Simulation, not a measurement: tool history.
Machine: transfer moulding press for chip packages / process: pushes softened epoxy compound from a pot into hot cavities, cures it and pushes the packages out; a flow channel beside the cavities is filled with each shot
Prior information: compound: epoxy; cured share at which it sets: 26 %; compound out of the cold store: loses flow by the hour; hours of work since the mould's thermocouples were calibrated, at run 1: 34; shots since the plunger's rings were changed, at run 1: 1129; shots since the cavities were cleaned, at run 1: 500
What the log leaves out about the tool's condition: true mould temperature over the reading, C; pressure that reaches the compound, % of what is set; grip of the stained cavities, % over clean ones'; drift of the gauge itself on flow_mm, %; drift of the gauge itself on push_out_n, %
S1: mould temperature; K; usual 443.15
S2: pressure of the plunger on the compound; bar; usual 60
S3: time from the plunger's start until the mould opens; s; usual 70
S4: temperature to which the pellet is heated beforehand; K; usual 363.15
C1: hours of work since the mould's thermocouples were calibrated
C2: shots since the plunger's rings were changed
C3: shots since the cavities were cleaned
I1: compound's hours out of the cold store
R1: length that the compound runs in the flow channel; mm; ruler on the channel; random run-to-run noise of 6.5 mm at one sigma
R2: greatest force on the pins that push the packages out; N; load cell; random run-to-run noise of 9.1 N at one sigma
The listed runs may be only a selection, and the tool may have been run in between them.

run	hour	S1	S2	S3	S4	C1	C2	C3	I1	R1	R2
1	0	443.15	60	70	363.15	34	1129	500	19.1	977	697
# hour 4.3: cavities cleaned with cleaning compound and waxed
2	28	443.15	60	70	363.15	54	1562	387	33.4	873	640
# hour 39.5: cavities cleaned with cleaning compound and waxed
3	59.3	443.15	60	70	363.15	77	2050	324	21.8	941	614
# hour 74.3: cavities cleaned with cleaning compound and waxed
4	80.1	443.15	60	70	363.15	92	2366	96	36.7	848	472
5	101.4	443.15	60	70	363.15	108	2714	444	16.8	980	669
# hour 111.5: cavities cleaned with cleaning compound and waxed
6	120.5	443.15	53.4	70	363.15	122	3003	148	29.8	831	516
7	139.4	443.15	69.9	70	363.15	136	3311	456	12.1	1076	691
# hour 146.5: cavities cleaned with cleaning compound and waxed
# hour 163: plunger's sealing rings changed
8	168.2	443.15	60	54	363.15	155	86	315	25.9	950	1178
# hour 185: cavities cleaned with cleaning compound and waxed
9	203.6	443.15	67.1	70	363.15	181	639	304	15.3	1071	639
# hour 220.3: cavities cleaned with cleaning compound and waxed
10	238.6	443.15	67.1	70	363.15	207	1189	301	33.1	927	622
# hour 255.7: cavities cleaned with cleaning compound and waxed
11	263.4	443.15	60	70	363.15	225	1569	126	23.9	936	494
12	283	443.15	60	70	363.15	240	1890	447	39.1	832	669
# hour 291.1: cavities cleaned with cleaning compound and waxed
13	307.6	443.15	60	71	363.15	257	2268	269	42.7	795	545
# hour 326.5: cavities cleaned with cleaning compound and waxed
14	326.5	442.15	59.5	70	370.15	271	2552	0	15.6	972	448
15	354.2	442.15	59.5	70	370.15	292	3006	454	13.8	990	702

Expected results for the next run?
# hour 361.6: cavities cleaned with cleaning compound and waxed
16	383.8	442.15	59.5	70	370.15	314	3465	362	39.1	?	?

R1: 800 mm
R2: 631 N
On a tool with no hidden condition, and with the same random variation, this run would have come out at R1 849 mm, R2 406 N.

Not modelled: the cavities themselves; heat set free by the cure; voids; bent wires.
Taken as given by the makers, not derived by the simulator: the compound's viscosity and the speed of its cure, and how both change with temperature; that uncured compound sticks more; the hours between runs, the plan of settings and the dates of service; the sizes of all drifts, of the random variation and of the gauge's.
